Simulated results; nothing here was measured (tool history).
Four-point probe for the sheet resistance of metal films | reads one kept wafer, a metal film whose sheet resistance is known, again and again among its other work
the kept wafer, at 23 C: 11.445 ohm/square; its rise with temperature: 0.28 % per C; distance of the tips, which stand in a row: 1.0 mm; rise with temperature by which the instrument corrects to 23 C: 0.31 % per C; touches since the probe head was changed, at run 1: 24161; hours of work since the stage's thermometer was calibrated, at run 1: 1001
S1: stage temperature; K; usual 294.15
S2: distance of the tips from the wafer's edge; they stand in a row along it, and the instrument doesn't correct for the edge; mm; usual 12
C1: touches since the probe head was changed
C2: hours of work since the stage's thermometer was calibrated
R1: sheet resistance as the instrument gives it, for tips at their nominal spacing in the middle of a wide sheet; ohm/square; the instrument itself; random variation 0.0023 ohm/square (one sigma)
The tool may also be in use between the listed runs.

| run | hour | S1 | S2 | C1 | C2 | R1 |
|---|---|---|---|---|---|---|
| 1 | 0.0 | 294.15 | 12 | 24161 | 1001 | 11.448598 |
| 2 | 12.0 | 294.15 | 12 | 24806 | 1010 | 11.443908 |
| 3 | 29.7 | 297.15 | 12 | 25760 | 1024 | 11.430946 |
| 4 | 43.9 | 297.15 | 12 | 26524 | 1035 | 11.433933 |
| 5 | 61.4 | 297.15 | 12 | 27471 | 1048 | 11.432349 |
| 6 | 78.3 | 297.15 | 62 | 28380 | 1061 | 11.395648 |
| 7 | 87.2 | 297.15 | 62 | 28858 | 1068 | 11.392049 |
| 8 | 97.3 | 294.15 | 12 | 29404 | 1076 | 11.445893 |
| 9 | 108.3 | 298.15 | 12 | 29996 | 1084 | 11.429735 |
| 10 | 123.7 | 298.15 | 12 | 30825 | 1096 | 11.421731 |
| 11 | 136.8 | 298.15 | 12 | 31535 | 1106 | 11.421370 |
| 12 | 152.8 | 294.15 | 12 | 32395 | 1119 | 11.435467 |
| 13 | 163.6 | 294.15 | 12 | 32975 | 1127 | 11.442378 |
| 14 | 176.4 | 296.15 | 12 | 33664 | 1137 | 11.435096 |
| 15 | 187.6 | 296.15 | 12 | 34272 | 1145 | 11.436253 |
| 16 | 202.5 | 296.15 | 12 | 35073 | 1157 | 11.427447 |
| 17 | 211.7 | 296.15 | 32 | 35568 | 1164 | 11.398368 |
| 18 | 226.1 | 294.15 | 12 | 36342 | 1175 | 11.440989 |
| 19 | 241.0 | 294.15 | 36 | 37147 | 1186 | 11.400193 |
| 20 | 249.7 | 294.15 | 17 | 37618 | 1193 | 11.418690 |
| 21 | 261.7 | 305.15 | 6 | 38262 | 1202 | 11.518760 |
| 22 | 270.6 | 296.15 | 6 | 38744 | 1209 | 11.552246 |
| 23 | 288.1 | 296.15 | 6 | 39687 | 1223 | 11.554665 |
| 24 | 296.0 | 300.15 | 12 | 40113 | 1229 | 11.410051 |
| 25 | 305.7 | 303.15 | 12 | 40633 | 1236 | 11.399042 |
| 26 | 317.0 | 300.15 | 32 | 41244 | 1245 | 11.380099 |
| 27 | 330.1 | 300.15 | 32 | 41948 | 1255 | 11.374559 |
| 28 | 343.9 | 300.15 | 32 | 42695 | 1266 | 11.372150 |
| 29 | 353.7 | 300.15 | 32 | 43220 | 1273 | 11.367234 |
| 30 | 368.7 | 294.15 | 10 | 44029 | 1285 | 11.453729 |
| 31 | 378.7 | 304.15 | 31 | 44567 | 1292 | 11.356220 |
| 32 | 391.8 | 304.15 | 31 | 45274 | 1302 | 11.355084 |
| 33 | 407.7 | 302.15 | 4 | 46133 | 1315 | 11.727497 |
| 34 | 418.4 | 302.15 | 4 | 46709 | 1323 | 11.724628 |
| 35 | 434.1 | 302.15 | 4 | 47553 | 1335 | 11.726182 |

Forecast each of these 4 alternatives for the next run:
| A | 449.0 | 295.15 | 16 | 48354 | 1346 | ? |
| B | 449.0 | 306.15 | 10 | 48354 | 1346 | ? |
| C | 449.0 | 300.15 | 14 | 48354 | 1346 | ? |
| D | 449.0 | 294.15 | 32 | 48354 | 1346 | ? |

| run | R1 |
|---|---|
| A | 11.404957 |
| B | 11.400105 |
| C | 11.394102 |
| D | 11.395969 |
Without the tool's hidden state the same runs would have given:
| run | R1 |
|---|---|
| A | 11.470996 |
| B | 11.466274 |
| C | 11.460156 |
| D | 11.461949 |

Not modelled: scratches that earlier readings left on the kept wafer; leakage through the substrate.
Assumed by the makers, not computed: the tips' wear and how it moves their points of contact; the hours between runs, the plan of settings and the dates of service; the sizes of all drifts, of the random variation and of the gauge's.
